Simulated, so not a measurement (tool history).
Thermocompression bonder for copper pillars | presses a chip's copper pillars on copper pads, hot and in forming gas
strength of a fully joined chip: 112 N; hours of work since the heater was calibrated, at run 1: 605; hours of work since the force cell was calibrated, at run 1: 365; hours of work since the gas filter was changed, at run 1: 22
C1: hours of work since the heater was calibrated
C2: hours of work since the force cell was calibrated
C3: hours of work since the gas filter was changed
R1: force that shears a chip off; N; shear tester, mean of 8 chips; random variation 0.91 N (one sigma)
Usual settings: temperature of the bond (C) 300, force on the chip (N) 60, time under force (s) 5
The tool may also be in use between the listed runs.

Run 1, hour 0.0: usual settings; C1 605; C2 365; C3 22. Result: R1 85.0 N.
Run 2, hour 5.9: usual settings; C1 610; C2 369; C3 27. Result: R1 86.1 N.
Run 3, hour 16.8: usual settings; C1 618; C2 378; C3 35. Result: R1 84.9 N.
Run 4, hour 29.5: usual settings; C1 628; C2 388; C3 45. Result: R1 86.6 N.
Run 5, hour 37.5: usual settings; C1 634; C2 394; C3 51. Result: R1 85.4 N.
Run 6, hour 45.9: usual settings but time under force (s) 9; C1 641; C2 400; C3 58. Result: R1 92.8 N.
Run 7, hour 56.2: usual settings but time under force (s) 9; C1 649; C2 408; C3 66. Result: R1 96.1 N.
Run 8, hour 64.4: usual settings but temperature of the bond (C) 291, force on the chip (N) 56, time under force (s) 7; C1 655; C2 415; C3 72. Result: R1 84.2 N.
At hour 67.1: force cell calibrated.
Run 9, hour 74.1: usual settings but temperature of the bond (C) 304, time under force (s) 7; C1 662; C2 5; C3 78. Result: R1 93.9 N.
Run 10, hour 84.8: usual settings but temperature of the bond (C) 304, time under force (s) 7; C1 670; C2 14; C3 87. Result: R1 93.6 N.
At hour 91.3: force cell calibrated, once more.
Run 11, hour 92.7: usual settings but force on the chip (N) 59, time under force (s) 6; C1 675; C2 1; C3 92. Result: R1 86.5 N.

Measured less the same run without the tool's hidden state. The same run-to-run variation is in both; the gauge's scatter may not be:
The hidden state here: true temperature of the bond over the reading, C; force that reaches the chip, % of what is set; oxide that the forming gas leaves, % of the face; drift of the gauge itself on shear_n, %.
run    R1
  1  +3.8
  2  +3.8
  3  +3.6
  4  +3.6
  5  +3.5
  6  +2.5
  7  +2.5
  8  +3.5
  9  +2.8
 10  +2.7
 11  +2.1
